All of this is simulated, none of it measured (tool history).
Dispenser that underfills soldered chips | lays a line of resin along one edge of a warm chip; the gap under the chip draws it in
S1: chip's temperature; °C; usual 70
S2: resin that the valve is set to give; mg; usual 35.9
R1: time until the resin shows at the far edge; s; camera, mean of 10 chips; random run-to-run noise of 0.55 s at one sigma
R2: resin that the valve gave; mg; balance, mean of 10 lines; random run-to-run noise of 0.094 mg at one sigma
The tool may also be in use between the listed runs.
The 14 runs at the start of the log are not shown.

At hour 126: new syringe of resin.
At hour 135.3: new syringe of resin.
Run 15, hour 135.6: usual settings but S1 56 °C. Result: R1 86.2 s, R2 35.84 mg.
At hour 144.2: new syringe of resin.
Run 16, hour 145.9: usual settings but S1 56 °C. Result: R1 91.9 s, R2 35.69 mg.
At hour 152.9: new syringe of resin.
Run 17, hour 157.8: usual settings. Result: R1 56.7 s, R2 35.65 mg.
At hour 162.4: new syringe of resin.
Run 18, hour 167.7: usual settings. Result: R1 57.8 s, R2 35.49 mg.
At hour 171.2: new syringe of resin.
Run 19, hour 179.3: usual settings but S1 56 °C, S2 43.3 mg. Result: R1 107.6 s, R2 42.56 mg.
At hour 180.3: new syringe of resin.
Run 20, hour 184.7: usual settings but S1 71 °C, S2 31.1 mg. Result: R1 57.2 s, R2 30.57 mg.
At hour 188.8: new syringe of resin.
Run 21, hour 194.6: usual settings but S1 62 °C. Result: R1 80 s, R2 35.26 mg.
At hour 197.4: new syringe of resin.
Run 22, hour 203.7: usual settings but S2 33.3 mg. Result: R1 63 s, R2 32.76 mg.
At hour 206.8: new syringe of resin.
Run 23, hour 214.1: usual settings but S1 57 °C, S2 33 mg. Result: R1 105.5 s, R2 32.43 mg.
At hour 215.9: new syringe of resin.
Run 24, hour 222.1: usual settings but S1 57 °C, S2 33 mg. Result: R1 100.3 s, R2 32.28 mg.
At hour 224.9: new syringe of resin.
Run 25, hour 228.8: usual settings but S1 56 °C. Result: R1 98 s, R2 35.06 mg.
At hour 233.5: new syringe of resin.
Run 26, hour 234.4: usual settings but S2 41.2 mg. Result: R1 52.5 s, R2 40.21 mg.
Run 27, hour 240: usual settings but S2 41.3 mg. Result: R1 60.4 s, R2 40.32 mg.
At hour 242.2: new syringe of resin.
At hour 250.9: new syringe of resin.
Run 28, hour 251.5: usual settings but S2 41.3 mg. Result: R1 51.7 s, R2 40.22 mg.
Run 29, hour 257: usual settings but S2 35.5 mg. Result: R1 61 s, R2 34.46 mg.
At hour 260: new syringe of resin.
Run 30, hour 264.2: usual settings but S2 35.5 mg. Result: R1 57 s, R2 34.34 mg.

Run 31, settings as shown, results not yet in. Your forecast:
At hour 268.6: new syringe of resin.
Run 31, hour 274.2: usual settings but S1 57 °C, S2 35.5 mg. Result: R1 ?, R2 ?.

Run 31 yielded R1 97.4 s, R2 34.17 mg.
The same run, on a tool lacking any hidden state, would have yielded R1 76.8 s, R2 35.37 mg.

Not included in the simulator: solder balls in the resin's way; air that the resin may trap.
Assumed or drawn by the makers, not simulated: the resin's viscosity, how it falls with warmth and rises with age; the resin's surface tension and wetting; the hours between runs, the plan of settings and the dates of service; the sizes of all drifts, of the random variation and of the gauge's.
